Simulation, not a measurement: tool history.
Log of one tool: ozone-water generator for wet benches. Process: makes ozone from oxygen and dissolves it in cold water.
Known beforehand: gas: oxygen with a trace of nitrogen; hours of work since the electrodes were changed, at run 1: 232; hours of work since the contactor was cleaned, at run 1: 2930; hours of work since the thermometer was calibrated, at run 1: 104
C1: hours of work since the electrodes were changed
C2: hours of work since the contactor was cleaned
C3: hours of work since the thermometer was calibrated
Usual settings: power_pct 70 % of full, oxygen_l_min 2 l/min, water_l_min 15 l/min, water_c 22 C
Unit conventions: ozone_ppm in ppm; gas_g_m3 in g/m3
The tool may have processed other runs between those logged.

Run 1, hour 0: usual settings; C1 232; C2 2930; C3 104. Result: ozone_ppm 20.5 ppm, gas_g_m3 268.8 g/m3.
Run 2, hour 48.2: usual settings; C1 267; C2 2964; C3 138. Result: ozone_ppm 20.5 ppm, gas_g_m3 269 g/m3.
Run 3, hour 110.1: usual settings; C1 310; C2 3008; C3 182. Result: ozone_ppm 20.6 ppm, gas_g_m3 266.1 g/m3.
Run 4, hour 143.2: usual settings; C1 334; C2 3031; C3 205. Result: ozone_ppm 20.5 ppm, gas_g_m3 269 g/m3.
Run 5, hour 191.6: usual settings but water_l_min 9 l/min; C1 368; C2 3066; C3 240. Result: ozone_ppm 30 ppm, gas_g_m3 270.6 g/m3.
At hour 240.6: contactor cleaned.
Run 6, hour 253.6: usual settings but water_l_min 9 l/min; C1 409; C2 9; C3 281. Result: ozone_ppm 29.6 ppm, gas_g_m3 266.5 g/m3.
Run 7, hour 296.4: usual settings but water_l_min 9 l/min; C1 439; C2 39; C3 311. Result: ozone_ppm 29.7 ppm, gas_g_m3 267.5 g/m3.
Run 8, hour 336.9: usual settings but water_l_min 9 l/min; C1 468; C2 68; C3 340. Result: ozone_ppm 29.7 ppm, gas_g_m3 265 g/m3.
Run 9, hour 375.9: usual settings but oxygen_l_min 1.22 l/min, water_l_min 9 l/min; C1 496; C2 96; C3 367. Result: ozone_ppm 30 ppm, gas_g_m3 371.2 g/m3.
Run 10, hour 407.6: usual settings but oxygen_l_min 1.22 l/min, water_l_min 9 l/min; C1 518; C2 118; C3 390. Result: ozone_ppm 29.9 ppm, gas_g_m3 369.9 g/m3.
Run 11, hour 475: usual settings but oxygen_l_min 1.33 l/min; C1 566; C2 166; C3 437. Result: ozone_ppm 19.8 ppm, gas_g_m3 348.3 g/m3.
Run 12, hour 523.6: usual settings but oxygen_l_min 1.33 l/min; C1 600; C2 200; C3 472. Result: ozone_ppm 19.8 ppm, gas_g_m3 349.5 g/m3.
Run 13, hour 586.8: usual settings but oxygen_l_min 1.33 l/min; C1 645; C2 245; C3 516. Result: ozone_ppm 19.9 ppm, gas_g_m3 351.2 g/m3.
Run 14, hour 635.3: usual settings but oxygen_l_min 1.33 l/min; C1 679; C2 279; C3 551. Result: ozone_ppm 19.6 ppm, gas_g_m3 348 g/m3.
Run 15, hour 672.9: usual settings but oxygen_l_min 1.33 l/min; C1 706; C2 306; C3 577. Result: ozone_ppm 19.9 ppm, gas_g_m3 350.4 g/m3.
Run 16, hour 731.8: usual settings but oxygen_l_min 1.33 l/min; C1 747; C2 348; C3 619. Result: ozone_ppm 19.9 ppm, gas_g_m3 350.2 g/m3.
Run 17, hour 799: usual settings but oxygen_l_min 1.33 l/min; C1 795; C2 395; C3 667. Result: ozone_ppm 19.8 ppm, gas_g_m3 347.4 g/m3.
Run 18, hour 838.7: usual settings but oxygen_l_min 1.33 l/min, water_l_min 20 l/min, water_c 17 C; C1 823; C2 423; C3 695. Result: ozone_ppm 15.7 ppm, gas_g_m3 346.4 g/m3.
Run 19, hour 903.6: usual settings but oxygen_l_min 1.33 l/min, water_l_min 20 l/min, water_c 17 C; C1 869; C2 469; C3 741. Result: ozone_ppm 15.6 ppm, gas_g_m3 350.2 g/m3.
Run 20, hour 968.6: usual settings but oxygen_l_min 1.33 l/min, water_l_min 20 l/min, water_c 17 C; C1 915; C2 515; C3 787. Result: ozone_ppm 15.7 ppm, gas_g_m3 349.3 g/m3.
Run 21, hour 1019.3: usual settings but oxygen_l_min 1.33 l/min, water_l_min 10 l/min, water_c 17 C; C1 951; C2 551; C3 822. Result: ozone_ppm 29.2 ppm, gas_g_m3 349.4 g/m3.
Run 22, hour 1071.1: usual settings but power_pct 78 % of full, oxygen_l_min 1.52 l/min, water_l_min 10 l/min, water_c 25 C; C1 988; C2 588; C3 859. Result: ozone_ppm 29.3 ppm, gas_g_m3 350.7 g/m3.
Run 23, hour 1111.4: usual settings but power_pct 79 % of full, oxygen_l_min 3.53 l/min, water_l_min 17 l/min, water_c 14 C; C1 1016; C2 616; C3 888. Result: ozone_ppm 22.3 ppm, gas_g_m3 203.6 g/m3.
Run 24, hour 1142.2: usual settings but power_pct 91 % of full, oxygen_l_min 2.84 l/min, water_l_min 10 l/min, water_c 14 C; C1 1038; C2 638; C3 909. Result: ozone_ppm 37.2 ppm, gas_g_m3 264.4 g/m3.
Run 25, hour 1183.1: usual settings but power_pct 91 % of full, oxygen_l_min 2.84 l/min, water_l_min 10 l/min, water_c 14 C; C1 1067; C2 667; C3 938. Result: ozone_ppm 36.8 ppm, gas_g_m3 264.8 g/m3.
Run 26, hour 1244.4: usual settings but oxygen_l_min 1.29 l/min, water_l_min 16 l/min; C1 1110; C2 710; C3 982. Result: ozone_ppm 18.8 ppm, gas_g_m3 355.9 g/m3.
Run 27, hour 1296: usual settings but oxygen_l_min 2.36 l/min, water_l_min 16 l/min, water_c 29 C; C1 1147; C2 747; C3 1018. Result: ozone_ppm 18 ppm, gas_g_m3 238.2 g/m3.
Run 28, hour 1341.7: usual settings but water_c 20 C; C1 1179; C2 779; C3 1051. Result: ozone_ppm 20.9 ppm, gas_g_m3 267.6 g/m3.
Run 29, hour 1409.6: usual settings but power_pct 67 % of full, oxygen_l_min 2.67 l/min, water_l_min 21 l/min, water_c 20 C; C1 1227; C2 827; C3 1099. Result: ozone_ppm 15.6 ppm, gas_g_m3 212.9 g/m3.
Run 30, hour 1465.9: usual settings but power_pct 67 % of full, oxygen_l_min 2.67 l/min, water_l_min 21 l/min, water_c 20 C; C1 1267; C2 867; C3 1139. Result: ozone_ppm 15.9 ppm, gas_g_m3 212.8 g/m3.
Run 31, hour 1527.2: usual settings but water_l_min 18 l/min; C1 1310; C2 910; C3 1182. Result: ozone_ppm 17.7 ppm, gas_g_m3 267.9 g/m3.

Predict the results of run 32:
Run 32, hour 1561.1: usual settings but power_pct 61 % of full; C1 1334; C2 934; C3 1206. Result: ozone_ppm ?, gas_g_m3 ?.

Run 32 came out at ozone_ppm 18.3 ppm, gas_g_m3 238.6 g/m3.
With the hidden condition absent and the run-to-run variation left alone, this run would have shown ozone_ppm 18.3 ppm, gas_g_m3 238.7 g/m3.
